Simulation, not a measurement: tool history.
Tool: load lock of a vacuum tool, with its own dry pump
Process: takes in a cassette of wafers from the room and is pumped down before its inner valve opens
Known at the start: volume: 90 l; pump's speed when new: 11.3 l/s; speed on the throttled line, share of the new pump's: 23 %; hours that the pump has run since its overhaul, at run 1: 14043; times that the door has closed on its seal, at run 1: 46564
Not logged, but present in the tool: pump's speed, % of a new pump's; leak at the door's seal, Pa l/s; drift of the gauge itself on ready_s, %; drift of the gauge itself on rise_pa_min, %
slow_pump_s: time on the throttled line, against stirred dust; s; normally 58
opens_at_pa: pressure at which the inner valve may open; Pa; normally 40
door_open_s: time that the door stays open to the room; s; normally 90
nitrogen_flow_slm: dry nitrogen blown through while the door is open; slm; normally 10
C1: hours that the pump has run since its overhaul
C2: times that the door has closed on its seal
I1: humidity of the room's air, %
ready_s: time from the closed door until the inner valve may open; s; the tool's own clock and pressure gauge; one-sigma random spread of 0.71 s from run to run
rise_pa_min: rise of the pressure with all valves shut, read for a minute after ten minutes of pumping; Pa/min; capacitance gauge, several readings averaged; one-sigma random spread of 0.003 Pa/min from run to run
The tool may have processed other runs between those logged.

{"run": 1, "hour": 0.0, "slow_pump_s": 58, "opens_at_pa": 40, "door_open_s": 90, "nitrogen_flow_slm": 10, "C1": 14043, "C2": 46564, "I1": 46.6, "ready_s": 107.5, "rise_pa_min": 0.03}
{"run": 2, "hour": 300.1, "slow_pump_s": 58, "opens_at_pa": 40, "door_open_s": 28, "nitrogen_flow_slm": 10, "C1": 14343, "C2": 47176, "I1": 45, "ready_s": 107.2, "rise_pa_min": 0.01}
{"run": 3, "hour": 816.6, "slow_pump_s": 58, "opens_at_pa": 40, "door_open_s": 28, "nitrogen_flow_slm": 10, "C1": 14860, "C2": 48228, "I1": 43.4, "ready_s": 107, "rise_pa_min": 0.013}
{"hour": 1096.8, "done": "door's seal changed, seat wiped"}
{"run": 4, "hour": 1112.1, "slow_pump_s": 58, "opens_at_pa": 40, "door_open_s": 28, "nitrogen_flow_slm": 10, "C1": 15154, "C2": 32, "I1": 44.5, "ready_s": 107.3, "rise_pa_min": 0.01}
{"hour": 1348.7, "done": "dry pump taken out, an overhauled one fitted"}
{"run": 5, "hour": 1369.5, "slow_pump_s": 58, "opens_at_pa": 40, "door_open_s": 28, "nitrogen_flow_slm": 10, "C1": 21, "C2": 544, "I1": 47.6, "ready_s": 107.7, "rise_pa_min": 0.011}
{"run": 6, "hour": 1853.8, "slow_pump_s": 58, "opens_at_pa": 40, "door_open_s": 28, "nitrogen_flow_slm": 10, "C1": 505, "C2": 1531, "I1": 43.8, "ready_s": 106, "rise_pa_min": 0.012}
{"run": 7, "hour": 2361.7, "slow_pump_s": 58, "opens_at_pa": 40, "door_open_s": 90, "nitrogen_flow_slm": 10, "C1": 1013, "C2": 2566, "I1": 47, "ready_s": 107.9, "rise_pa_min": 0.027}
{"run": 8, "hour": 2709.7, "slow_pump_s": 58, "opens_at_pa": 40, "door_open_s": 90, "nitrogen_flow_slm": 10, "C1": 1361, "C2": 3276, "I1": 44.8, "ready_s": 107.6, "rise_pa_min": 0.03}
{"run": 9, "hour": 3070.1, "slow_pump_s": 58, "opens_at_pa": 40, "door_open_s": 25, "nitrogen_flow_slm": 10, "C1": 1721, "C2": 4011, "I1": 49.2, "ready_s": 107.6, "rise_pa_min": 0.008}
{"run": 10, "hour": 3613.3, "slow_pump_s": 58, "opens_at_pa": 40, "door_open_s": 25, "nitrogen_flow_slm": 10, "C1": 2265, "C2": 5118, "I1": 47.2, "ready_s": 107.3, "rise_pa_min": 0.009}
{"run": 11, "hour": 3875.1, "slow_pump_s": 58, "opens_at_pa": 40, "door_open_s": 25, "nitrogen_flow_slm": 10, "C1": 2526, "C2": 5651, "I1": 44, "ready_s": 107.6, "rise_pa_min": 0.012}
{"run": 12, "hour": 4413.6, "slow_pump_s": 44, "opens_at_pa": 40, "door_open_s": 25, "nitrogen_flow_slm": 10, "C1": 3065, "C2": 6749, "I1": 45, "ready_s": 96.6, "rise_pa_min": 0.008}
{"run": 13, "hour": 4867.3, "slow_pump_s": 58, "opens_at_pa": 40, "door_open_s": 90, "nitrogen_flow_slm": 9, "C1": 3519, "C2": 7674, "I1": 43.1, "ready_s": 107.4, "rise_pa_min": 0.029}
{"run": 14, "hour": 5285.0, "slow_pump_s": 30, "opens_at_pa": 40, "door_open_s": 90, "nitrogen_flow_slm": 10, "C1": 3936, "C2": 8525, "I1": 44.7, "ready_s": 84.9, "rise_pa_min": 0.023}
{"run": 15, "hour": 5679.9, "slow_pump_s": 30, "opens_at_pa": 40, "door_open_s": 90, "nitrogen_flow_slm": 10, "C1": 4331, "C2": 9330, "I1": 45.1, "ready_s": 85.8, "rise_pa_min": 0.028}
{"run": 16, "hour": 6218.1, "slow_pump_s": 58, "opens_at_pa": 40, "door_open_s": 77, "nitrogen_flow_slm": 10, "C1": 4869, "C2": 10427, "I1": 43.6, "ready_s": 107.7, "rise_pa_min": 0.02}
{"run": 17, "hour": 6713.2, "slow_pump_s": 58, "opens_at_pa": 40, "door_open_s": 77, "nitrogen_flow_slm": 10, "C1": 5364, "C2": 11436, "I1": 46, "ready_s": 107.5, "rise_pa_min": 0.02}
{"run": 18, "hour": 7262.3, "slow_pump_s": 58, "opens_at_pa": 40, "door_open_s": 77, "nitrogen_flow_slm": 10, "C1": 5914, "C2": 12556, "I1": 45.6, "ready_s": 106.6, "rise_pa_min": 0.021}
{"run": 19, "hour": 7657.1, "slow_pump_s": 58, "opens_at_pa": 40, "door_open_s": 77, "nitrogen_flow_slm": 10, "C1": 6308, "C2": 13360, "I1": 46.7, "ready_s": 108, "rise_pa_min": 0.017}
{"run": 20, "hour": 7963.6, "slow_pump_s": 60, "opens_at_pa": 29, "door_open_s": 77, "nitrogen_flow_slm": 10, "C1": 6615, "C2": 13985, "I1": 48.7, "ready_s": 110.1, "rise_pa_min": 0.027}
{"run": 21, "hour": 8430.1, "slow_pump_s": 60, "opens_at_pa": 29, "door_open_s": 77, "nitrogen_flow_slm": 26, "C1": 7081, "C2": 14936, "I1": 42.2, "ready_s": 111.1, "rise_pa_min": 0.006}

What does the tool deliver on the next run?
{"run": 22, "hour": 8949.2, "slow_pump_s": 37, "opens_at_pa": 31, "door_open_s": 42, "nitrogen_flow_slm": 26, "C1": 7600, "C2": 15994, "I1": 40.8, "ready_s": "?", "rise_pa_min": "?"}

ready_s: 92.5 s
rise_pa_min: 0.004 Pa/min
Were there no unlogged condition in the tool, this run, its random variation unchanged, would have produced ready_s 92.4 s, rise_pa_min 0.004 Pa/min.

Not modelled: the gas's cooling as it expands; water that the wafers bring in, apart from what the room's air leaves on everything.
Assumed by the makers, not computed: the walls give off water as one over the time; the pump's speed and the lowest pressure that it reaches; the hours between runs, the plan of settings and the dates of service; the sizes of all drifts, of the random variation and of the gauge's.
